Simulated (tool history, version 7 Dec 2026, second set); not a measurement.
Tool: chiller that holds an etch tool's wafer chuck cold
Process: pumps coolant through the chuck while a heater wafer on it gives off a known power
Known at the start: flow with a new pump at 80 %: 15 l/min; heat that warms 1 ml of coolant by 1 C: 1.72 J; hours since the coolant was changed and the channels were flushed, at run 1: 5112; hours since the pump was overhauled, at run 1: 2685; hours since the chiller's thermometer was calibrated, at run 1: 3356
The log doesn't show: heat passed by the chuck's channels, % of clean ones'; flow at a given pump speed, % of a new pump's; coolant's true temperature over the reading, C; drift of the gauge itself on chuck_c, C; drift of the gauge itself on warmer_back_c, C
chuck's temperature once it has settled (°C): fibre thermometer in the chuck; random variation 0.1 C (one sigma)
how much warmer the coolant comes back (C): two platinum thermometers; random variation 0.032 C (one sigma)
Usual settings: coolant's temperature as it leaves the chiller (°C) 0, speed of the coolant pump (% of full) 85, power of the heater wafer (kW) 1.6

run    hour  coolant's temperature as it leaves the chiller (°C)  speed of the coolant pump (% of full)  power of the heater wafer (kW)  hours since the coolant was changed and the channels were flushed  hours since the pump was overhauled  hours since the chiller's thermometer was calibrated  chuck's temperature once it has settled (°C)  how much warmer the coolant comes back (C)
  1       0                                                    0                                     85                             1.6                                                               5112                                 2685                                                  3356                                          14.7                                        3.62
  2    47.1                                                   -4                                     85                             1.6                                                               5160                                 2732                                                  3403                                          10.7                                        3.65
  3   140.8                                                   -4                                     85                             1.6                                                               5253                                 2826                                                  3497                                            11                                        3.68
  4   208.1                                                   -4                                     85                             1.6                                                               5321                                 2893                                                  3564                                          10.9                                        3.67
  5   306.7                                                   -4                                     85                             1.6                                                               5419                                 2992                                                  3663                                          10.7                                        3.69
  6   397.8                                                   -4                                     93                             1.6                                                               5510                                 3083                                                  3754                                          10.1                                         3.4
  7   493.5                                                    0                                     85                             1.6                                                               5606                                 3179                                                  3849                                          14.7                                        3.67
  8   541.9                                                    0                                     68                             1.6                                                               5654                                 3227                                                  3898                                          16.9                                        4.68
  9   609.4                                                    0                                     68                             1.6                                                               5722                                 3295                                                  3965                                          16.8                                        4.65
        692  -- chiller's thermometer calibrated
 10     692                                                   -9                                     68                             1.6                                                               5803                                 3376                                                     0                                           7.6                                        4.63
 11   759.8                                                    0                                     77                             1.6                                                               5871                                 3444                                                    68                                          15.5                                        4.13
 12   806.4                                                    0                                     77                             1.6                                                               5918                                 3491                                                   114                                          15.2                                        4.11
 13   878.5                                                    0                                     85                             1.6                                                               5990                                 3563                                                   186                                          14.6                                        3.73
 14   964.3                                                    0                                     85                             1.6                                                               6076                                 3648                                                   272                                          14.7                                        3.71
 15    1024                                                    0                                     85                             1.6                                                               6135                                 3708                                                   332                                          14.6                                        3.69
 16  1084.2                                                    0                                     85                           2.208                                                               6196                                 3768                                                   392                                          20.1                                        5.17
 17  1134.2                                                   -8                                     93                            2.07                                                               6246                                 3818                                                   442                                          10.2                                        4.35
 18    1180                                                    5                                     80                           1.068                                                               6291                                 3864                                                   488                                            15                                        2.63
 19    1243                                                   10                                     64                             1.6                                                               6354                                 3927                                                   551                                            27                                        5.04
 20  1302.8                                                   10                                    100                           1.964                                                               6414                                 3987                                                   611                                          26.5                                        3.83
 21  1392.7                                                   10                                    100                           1.964                                                               6504                                 4077                                                   701                                          26.5                                        3.87
     1403.1  -- coolant pump overhauled
 22    1448                                                    7                                     70                             1.6                                                               6554                                   45                                                   751                                          23.7                                        4.68
 23  1545.9                                                    7                                     70                             1.6                                                               6652                                  143                                                   849                                          23.7                                        4.75
 24  1627.8                                                   -2                                     85                            1.84                                                               6734                                  225                                                   931                                          15.3                                        4.45
 25  1723.6                                                    0                                     74                             1.6                                                               6830                                  320                                                  1027                                          16.4                                         4.5
     1747.2  -- coolant pump overhauled, once more
 26    1776                                                    0                                     74                             1.6                                                               6877                                   29                                                  1074                                          15.4                                        4.04
 27  1843.1                                                    0                                     74                             1.6                                                               6945                                   96                                                  1141                                          15.5                                        3.99
 28  1896.5                                                    0                                     74                             1.6                                                               6998                                  149                                                  1195                                          15.3                                        4.03
 29    1986                                                    5                                     88                            2.38                                                               7087                                  239                                                  1284                                            26                                        5.04
 30  2083.3                                                    5                                     67                            2.38                                                               7185                                  336                                                  1381                                          29.4                                        6.69
 31  2132.6                                                    5                                     67                            2.38                                                               7234                                  385                                                  1431                                          29.6                                        6.64

How the hidden state differs across the entries between the runs, from the last listed run before each to the first after it:
Between runs 9 and 10: chiller's thermometer calibrated (hour 692)
  heat passed by the chuck's channels, % of clean ones': 93.7 -> 93.6; flow at a given pump speed, % of a new pump's: 94.5 -> 94.3; coolant's true temperature over the reading, C: 0.42 -> -0.04
  measured less the result without the state, chuck's temperature once it has settled (°C): +1.7 -> +1.4; how much warmer the coolant comes back (C): +0.25 -> +0.26
Between runs 21 and 22: coolant pump overhauled (hour 1403.1)
  heat passed by the chuck's channels, % of clean ones': 93 -> 92.9; flow at a given pump speed, % of a new pump's: 93.2 -> 90.2; coolant's true temperature over the reading, C: 0.03 -> 0.04
  measured less the result without the state, chuck's temperature once it has settled (°C): +1.6 -> +1.9; how much warmer the coolant comes back (C): +0.27 -> +0.46
Between runs 25 and 26: coolant pump overhauled, once more (hour 1747.2)
  flow at a given pump speed, % of a new pump's: 89.8 -> 100.1
  measured less the result without the state, chuck's temperature once it has settled (°C): +2 -> +1.1; how much warmer the coolant comes back (C): +0.46 -> -0.01
